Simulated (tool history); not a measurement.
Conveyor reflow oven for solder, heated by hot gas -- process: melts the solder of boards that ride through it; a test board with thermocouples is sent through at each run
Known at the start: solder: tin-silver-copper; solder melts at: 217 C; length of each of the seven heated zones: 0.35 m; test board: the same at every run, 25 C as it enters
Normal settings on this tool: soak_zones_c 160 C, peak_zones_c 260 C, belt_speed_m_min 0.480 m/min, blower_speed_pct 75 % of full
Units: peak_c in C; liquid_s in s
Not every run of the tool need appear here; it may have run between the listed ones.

run	day	soak_zones_c	peak_zones_c	belt_speed_m_min	blower_speed_pct	peak_c	liquid_s
1	0.000	160	260	0.480	75	247.1	58.3
2	0.533	156	260	0.480	75	246.7	55.9
3	1.017	156	260	0.480	75	246.4	56.5
4	1.404	156	260	0.480	75	246.5	55.9
5	1.817	160	260	0.480	73	247.1	57.3
6	2.067	160	255	0.480	73	242.1	52.7
7	2.529	160	255	0.480	73	242.1	53.0
8	2.925	160	260	0.480	75	246.6	57.6
9	3.188	160	260	0.480	75	246.6	57.5
10	3.708	154	260	0.480	75	246.3	55.1
11	4.179	172	260	0.480	75	248.4	63.5
12	4.467	172	260	0.471	75	249.0	65.3
13	4.796	160	260	0.480	75	246.7	57.7
14	5.196	160	260	0.480	75	246.6	57.4
15	5.742	160	260	0.480	75	246.9	57.2
16	6.200	160	260	0.480	75	246.8	57.2
17	6.500	160	260	0.480	75	246.4	57.6
18	6.800	156	254	0.538	56	231.1	28.8
19	7.062	169	258	0.480	75	245.9	60.3
20	7.358	169	258	0.480	75	245.7	60.1
21	7.600	160	273	0.480	75	258.5	66.8
22	7.933	160	273	0.480	75	258.3	66.7
23	8.221	160	273	0.480	75	258.3	66.1
24	8.642	160	273	0.480	75	258.3	66.4
25	9.004	155	272	0.480	60	252.6	59.2
26	9.242	155	272	0.480	60	252.3	59.4
27	9.746	160	260	0.411	75	250.6	73.1
# day 10.154: flux residue cleaned out of gas plates and filters
28	10.350	160	260	0.411	75	251.2	75.2
29	10.754	157	260	0.411	62	248.7	69.7
30	10.975	157	260	0.408	78	252.1	75.6
31	11.412	156	260	0.484	75	247.8	56.8

3 options for the next run, each taken on its own from the tool as it stands now. Forecast them:
A	11.725	172	269	0.484	81	?	?
B	11.725	169	257	0.480	79	?	?
C	11.725	160	256	0.463	75	?	?

run	peak_c	liquid_s
A	258.6	71.1
B	247.2	62.3
C	245.0	59.6
Without the tool's hidden state the same runs would have given:
run	peak_c	liquid_s
A	259.8	71.4
B	248.4	63.0
C	246.2	60.5
